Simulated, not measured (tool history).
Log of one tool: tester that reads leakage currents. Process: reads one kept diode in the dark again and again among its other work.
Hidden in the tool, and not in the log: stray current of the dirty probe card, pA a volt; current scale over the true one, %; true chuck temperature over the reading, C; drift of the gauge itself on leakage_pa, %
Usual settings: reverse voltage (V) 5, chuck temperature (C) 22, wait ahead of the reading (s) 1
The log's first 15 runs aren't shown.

run,day,reverse voltage (V),chuck temperature (C),wait ahead of the reading (s),hours of work since the probe card was cleaned,hours of work since the tester was calibrated,hours of work since the chuck was calibrated,current that the tester gives (pA)
16,19.075,5,22,1,1749,1162,366,114.09
17,20.938,5,22,1,1780,1192,397,115.33
18,22.588,5,29,0.56,1807,1220,424,207.59
19,24.408,3.28,22,3.87,1837,1250,454,97.98
20,25.804,4.45,22,1,1860,1273,477,111.55
21,26.692,4.45,22,1,1875,1287,492,111.81
22,28.688,8.49,20,1,1908,1320,524,124.8
23,29.783,8.49,20,1,1926,1338,542,125.16
24,30.608,5,33,0.61,1940,1352,556,290.83
25,32.1,5,33,0.61,1964,1376,581,293.03
26,33.192,5,33,0.61,1982,1394,599,293.74
27,34,2.02,23,1.87,1995,1408,612,91.49
28,35.4,4.65,59,1,2019,1431,635,1951.3
29,37.038,4.65,49,4.12,2046,1458,662,967.92
30,38.562,12.95,49,0.99,2071,1483,687,1430.02
31,40.317,12.95,49,0.99,2100,1512,716,1440.16
32,41.962,2.68,22,2.61,2127,1539,743,95.86
33,42.975,5,36,1,2143,1556,760,383.18

Forecast run 34:
34,44.262,5,36,1,2165,1577,781,?

current that the tester gives (pA): 382.17
Without the tool's hidden state the same run would have given current that the tester gives (pA) 324.23.

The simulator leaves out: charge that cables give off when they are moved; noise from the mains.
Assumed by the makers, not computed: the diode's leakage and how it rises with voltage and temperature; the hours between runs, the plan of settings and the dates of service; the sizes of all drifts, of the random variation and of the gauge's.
